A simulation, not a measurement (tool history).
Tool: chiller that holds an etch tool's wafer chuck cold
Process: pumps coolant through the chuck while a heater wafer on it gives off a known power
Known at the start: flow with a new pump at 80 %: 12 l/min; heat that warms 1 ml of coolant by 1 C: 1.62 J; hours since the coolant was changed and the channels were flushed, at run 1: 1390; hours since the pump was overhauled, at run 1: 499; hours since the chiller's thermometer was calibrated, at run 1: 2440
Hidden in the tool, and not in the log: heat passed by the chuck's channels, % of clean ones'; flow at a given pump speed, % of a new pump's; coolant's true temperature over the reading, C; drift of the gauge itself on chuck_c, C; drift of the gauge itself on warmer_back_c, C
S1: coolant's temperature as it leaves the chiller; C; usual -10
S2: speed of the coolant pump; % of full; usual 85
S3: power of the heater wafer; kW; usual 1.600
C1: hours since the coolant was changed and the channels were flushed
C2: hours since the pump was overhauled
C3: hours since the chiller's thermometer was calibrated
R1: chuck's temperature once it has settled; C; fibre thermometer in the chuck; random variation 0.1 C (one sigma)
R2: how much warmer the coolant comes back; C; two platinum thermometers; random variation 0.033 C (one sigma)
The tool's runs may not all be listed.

{"run": 1, "hour": 0.0, "S1": -10, "S2": 85, "S3": 1.6, "C1": 1390, "C2": 499, "C3": 2440, "R1": 5.7, "R2": 4.62}
{"run": 2, "hour": 30.2, "S1": -10, "S2": 85, "S3": 1.6, "C1": 1420, "C2": 529, "C3": 2470, "R1": 5.7, "R2": 4.62}
{"run": 3, "hour": 68.9, "S1": -10, "S2": 85, "S3": 1.401, "C1": 1459, "C2": 568, "C3": 2508, "R1": 3.7, "R2": 4.08}
{"run": 4, "hour": 93.6, "S1": -10, "S2": 85, "S3": 1.448, "C1": 1484, "C2": 592, "C3": 2533, "R1": 4.2, "R2": 4.16}
{"run": 5, "hour": 127.3, "S1": -10, "S2": 85, "S3": 2.296, "C1": 1518, "C2": 626, "C3": 2567, "R1": 12.9, "R2": 6.68}
{"run": 6, "hour": 165.0, "S1": -10, "S2": 85, "S3": 2.296, "C1": 1555, "C2": 664, "C3": 2605, "R1": 12.7, "R2": 6.68}
{"run": 7, "hour": 189.8, "S1": -10, "S2": 85, "S3": 1.55, "C1": 1580, "C2": 688, "C3": 2629, "R1": 5.2, "R2": 4.57}
{"run": 8, "hour": 229.7, "S1": -10, "S2": 69, "S3": 2.122, "C1": 1620, "C2": 728, "C3": 2669, "R1": 15.7, "R2": 7.69}
{"run": 9, "hour": 269.5, "S1": -9, "S2": 78, "S3": 1.347, "C1": 1660, "C2": 768, "C3": 2709, "R1": 5.2, "R2": 4.31}
{"run": 10, "hour": 293.8, "S1": -9, "S2": 78, "S3": 1.347, "C1": 1684, "C2": 793, "C3": 2733, "R1": 5.5, "R2": 4.3}
{"run": 11, "hour": 326.8, "S1": -9, "S2": 96, "S3": 1.347, "C1": 1717, "C2": 825, "C3": 2766, "R1": 3.0, "R2": 3.38}
{"run": 12, "hour": 365.2, "S1": -10, "S2": 66, "S3": 0.834, "C1": 1755, "C2": 864, "C3": 2805, "R1": 0.5, "R2": 3.22}

Forecast run 13:
{"run": 13, "hour": 398.6, "S1": -10, "S2": 66, "S3": 0.834, "C1": 1789, "C2": 897, "C3": 2838, "R1": "?", "R2": "?"}

R1: 0.7 C
R2: 3.19 C
Without the tool's hidden state the same run would have given R1 0.7 C, R2 3.15 C.
